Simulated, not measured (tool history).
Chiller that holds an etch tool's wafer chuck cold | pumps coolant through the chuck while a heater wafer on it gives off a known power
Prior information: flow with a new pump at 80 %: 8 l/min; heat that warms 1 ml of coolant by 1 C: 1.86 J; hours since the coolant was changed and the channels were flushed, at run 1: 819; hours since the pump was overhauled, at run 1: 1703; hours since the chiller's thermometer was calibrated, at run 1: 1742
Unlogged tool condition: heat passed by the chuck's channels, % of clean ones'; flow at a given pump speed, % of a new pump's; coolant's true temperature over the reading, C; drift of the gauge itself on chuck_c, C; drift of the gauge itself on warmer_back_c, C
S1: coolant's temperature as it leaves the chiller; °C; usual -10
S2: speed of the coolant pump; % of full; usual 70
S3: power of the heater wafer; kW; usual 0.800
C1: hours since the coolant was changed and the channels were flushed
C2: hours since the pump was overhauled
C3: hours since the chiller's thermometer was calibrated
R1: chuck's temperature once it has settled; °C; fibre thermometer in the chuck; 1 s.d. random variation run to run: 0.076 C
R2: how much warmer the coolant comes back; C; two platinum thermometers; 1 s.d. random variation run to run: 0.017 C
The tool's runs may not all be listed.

run,hour,S1,S2,S3,C1,C2,C3,R1,R2
1,0.0,-10,70,0.800,819,1703,1742,-1.43,3.85
2,19.3,-10,70,0.800,838,1722,1761,-1.68,3.82
3,34.3,-10,70,0.800,853,1737,1776,-1.59,3.82
4,65.5,-18,70,0.800,885,1769,1808,-9.67,3.82
5,93.6,-18,70,0.800,913,1797,1836,-9.58,3.79
6,120.0,-10,70,1.140,939,1823,1862,2.12,5.46
7,142.2,-10,70,1.161,961,1845,1884,2.28,5.56
8,160.9,-10,70,1.161,980,1864,1903,2.30,5.56
9,182.6,-10,70,0.800,1002,1886,1925,-1.49,3.80
10,202.4,-10,70,0.800,1022,1906,1944,-1.56,3.82
11,235.6,-6,70,0.800,1055,1939,1978,2.59,3.86
# hour 243.8: coolant pump overhauled
12,260.7,-6,70,0.800,1075,17,1998,2.60,3.88
13,276.7,-10,87,0.800,1091,33,2014,-3.01,3.02
14,290.8,-10,87,0.800,1105,47,2028,-3.04,3.06
15,310.8,-10,87,0.800,1125,67,2048,-2.84,3.00
16,327.7,-10,70,0.800,1142,84,2065,-1.61,3.86
17,344.8,-2,66,1.066,1159,101,2082,10.11,5.47
18,364.0,-2,66,1.066,1178,120,2101,10.06,5.51
19,394.3,-2,66,1.066,1208,151,2131,10.08,5.55
20,425.3,-2,66,1.066,1239,182,2162,10.12,5.51
# hour 432.7: coolant pump overhauled, once more
21,444.8,-6,71,0.746,1254,12,2177,1.71,3.45
22,467.9,-7,70,0.800,1277,35,2200,1.31,3.79
23,497.5,-7,70,0.800,1307,65,2230,1.46,3.72
24,515.7,-7,82,1.114,1325,83,2248,3.06,4.35
25,533.0,-7,82,1.114,1342,100,2265,3.04,4.36
26,549.6,-7,82,1.114,1359,117,2282,3.06,4.36
27,572.6,-10,76,0.650,1382,140,2305,-3.72,2.76
28,588.2,-16,76,0.919,1397,155,2320,-7.01,3.93
29,608.8,-19,70,0.908,1418,176,2341,-9.52,4.25
30,625.5,-19,70,0.908,1435,193,2358,-9.64,4.26
31,654.2,-7,84,0.908,1463,221,2386,1.06,3.47

5 ways to go on from here, each from the tool as it stands after run 31. What would each give?
A,672.4,-10,70,0.800,1482,240,2404,?,?
B,672.4,-20,84,1.080,1482,240,2404,?,?
C,672.4,-4,61,0.412,1482,240,2404,?,?
D,672.4,-16,66,0.729,1482,240,2404,?,?
E,672.4,-12,84,1.115,1482,240,2404,?,?

run,R1,R2
A,-1.66,3.76
B,-10.32,4.15
C,0.79,2.26
D,-8.14,3.68
E,-2.11,4.26
Had the tool no hidden state, the same runs would have come out as:
run,R1,R2
A,-1.75,3.75
B,-10.44,4.14
C,0.79,2.26
D,-8.22,3.68
E,-2.24,4.26
